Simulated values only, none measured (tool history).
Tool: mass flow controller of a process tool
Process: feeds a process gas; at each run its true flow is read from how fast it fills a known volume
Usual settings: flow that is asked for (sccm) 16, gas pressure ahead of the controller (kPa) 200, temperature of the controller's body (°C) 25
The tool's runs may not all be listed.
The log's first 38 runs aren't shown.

run	hour	flow that is asked for (sccm)	gas pressure ahead of the controller (kPa)	temperature of the controller's body (°C)	hours of work since the controller was set to zero	hours of work since the controller was changed	true flow (%)
39	16732.2	3	258	34	2000	8419	95.32
40	17287.3	3	258	34	2310	8729	95.50
41	17814.3	3	215	34	2605	9024	95.74
42	18354.8	11	261	23	2907	9326	96.51
43	18698.2	16	261	23	3099	9518	96.77
44	18989.4	16	261	23	3262	9680	96.91
45	19375.0	16	261	23	3477	9896	96.84
46	19758.5	16	261	23	3691	10110	96.72
47	20090.6	16	261	23	3877	10296	96.83
48	20588.7	14	219	36	4155	10574	95.35
49	20908.7	13	200	27	4334	10753	96.44

Forecast each of these 3 alternatives for the next run:
A	21283.0	10	211	24	4543	10962	?
B	21283.0	16	233	25	4543	10962	?
C	21283.0	3	186	30	4543	10962	?

run	true flow (%)
A	96.37
B	96.54
C	96.78
Without the tool's hidden state the same runs would have given:
run	true flow (%)
A	98.71
B	99.18
C	97.19

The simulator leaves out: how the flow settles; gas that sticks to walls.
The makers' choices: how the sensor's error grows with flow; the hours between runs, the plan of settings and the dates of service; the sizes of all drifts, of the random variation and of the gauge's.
